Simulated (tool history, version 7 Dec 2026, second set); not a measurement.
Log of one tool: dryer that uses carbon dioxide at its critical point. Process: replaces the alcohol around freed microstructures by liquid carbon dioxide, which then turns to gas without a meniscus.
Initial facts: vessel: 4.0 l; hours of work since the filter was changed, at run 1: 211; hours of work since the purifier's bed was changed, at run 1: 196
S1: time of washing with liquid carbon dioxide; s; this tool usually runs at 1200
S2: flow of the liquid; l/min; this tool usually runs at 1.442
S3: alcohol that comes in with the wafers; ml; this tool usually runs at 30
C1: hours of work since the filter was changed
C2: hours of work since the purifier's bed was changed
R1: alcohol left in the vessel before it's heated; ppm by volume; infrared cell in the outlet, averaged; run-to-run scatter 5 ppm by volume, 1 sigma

Run 1, hour 0: usual settings; C1 211; C2 196. Result: R1 89 ppm by volume.
Run 2, hour 16.2: usual settings; C1 219; C2 204. Result: R1 81 ppm by volume.
Run 3, hour 38.1: usual settings; C1 230; C2 215. Result: R1 94 ppm by volume.
Run 4, hour 52.5: usual settings; C1 237; C2 222. Result: R1 92 ppm by volume.
Run 5, hour 65.3: usual settings; C1 243; C2 228. Result: R1 101 ppm by volume.
Run 6, hour 85.2: usual settings; C1 253; C2 238. Result: R1 102 ppm by volume.
Run 7, hour 105.7: usual settings but S3 40 ml; C1 263; C2 248. Result: R1 114 ppm by volume.
Run 8, hour 125.6: usual settings but S1 1740 s; C1 273; C2 258. Result: R1 78 ppm by volume.
Run 9, hour 135.9: usual settings but S1 1740 s, S3 23 ml; C1 278; C2 263. Result: R1 74 ppm by volume.
Run 10, hour 147.6: usual settings but S1 1740 s, S3 23 ml; C1 284; C2 269. Result: R1 73 ppm by volume.
Run 11, hour 163: usual settings but S1 1740 s, S3 23 ml; C1 291; C2 276. Result: R1 85 ppm by volume.
Run 12, hour 180.4: usual settings but S2 1.31 l/min; C1 300; C2 285. Result: R1 134 ppm by volume.
Run 13, hour 195.6: usual settings but S1 1260 s, S2 1.3 l/min, S3 27 ml; C1 308; C2 293. Result: R1 111 ppm by volume.
Run 14, hour 205.2: usual settings but S1 1740 s, S2 1.3 l/min, S3 32 ml; C1 312; C2 297. Result: R1 87 ppm by volume.
Run 15, hour 225.6: usual settings but S1 1740 s, S2 1.3 l/min, S3 32 ml; C1 322; C2 307. Result: R1 87 ppm by volume.
Run 16, hour 237.9: usual settings but S1 960 s, S2 0.94 l/min, S3 32 ml; C1 329; C2 314. Result: R1 544 ppm by volume.

Predict the results of run 17:
Run 17, hour 258.2: usual settings but S1 960 s, S2 0.94 l/min, S3 32 ml; C1 339; C2 324. Result: R1 ?.

R1: 536 ppm by volume
With the hidden condition absent and the run-to-run variation left alone, this run would have shown R1 377 ppm by volume.
